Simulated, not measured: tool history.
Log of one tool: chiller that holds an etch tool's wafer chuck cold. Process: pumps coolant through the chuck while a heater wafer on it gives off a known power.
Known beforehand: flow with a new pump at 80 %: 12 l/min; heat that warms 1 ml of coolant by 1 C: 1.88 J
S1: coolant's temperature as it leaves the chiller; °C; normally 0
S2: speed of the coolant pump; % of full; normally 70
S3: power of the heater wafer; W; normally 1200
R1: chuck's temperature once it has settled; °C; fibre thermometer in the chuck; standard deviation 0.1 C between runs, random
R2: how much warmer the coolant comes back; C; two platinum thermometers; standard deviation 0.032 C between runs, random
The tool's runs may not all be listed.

run   hour  S1  S2    S3    R1    R2
  1      0   0  70  1200   8.9  3.76
  2   41.9   0  70  1200   8.7  3.75
  3   93.9   0  70  1200   8.7  3.81
  4  159.6   0  70  1200   8.7  3.78
  5  193.1   0  70  1200   8.7  3.78
  6  252.8   0  74  1200   8.4  3.59
  7  316.6   4  74  1200  12.4  3.53
  8  382.6  -5  85   848   0.4  2.18

Forecast run 9:
  9  414.8  -8  72  976   ?   ?

R1: -1.3 °C
R2: 2.99 C
With the hidden condition absent and the run-to-run variation left alone, this run would have shown R1 -1 °C, R2 2.93 C.

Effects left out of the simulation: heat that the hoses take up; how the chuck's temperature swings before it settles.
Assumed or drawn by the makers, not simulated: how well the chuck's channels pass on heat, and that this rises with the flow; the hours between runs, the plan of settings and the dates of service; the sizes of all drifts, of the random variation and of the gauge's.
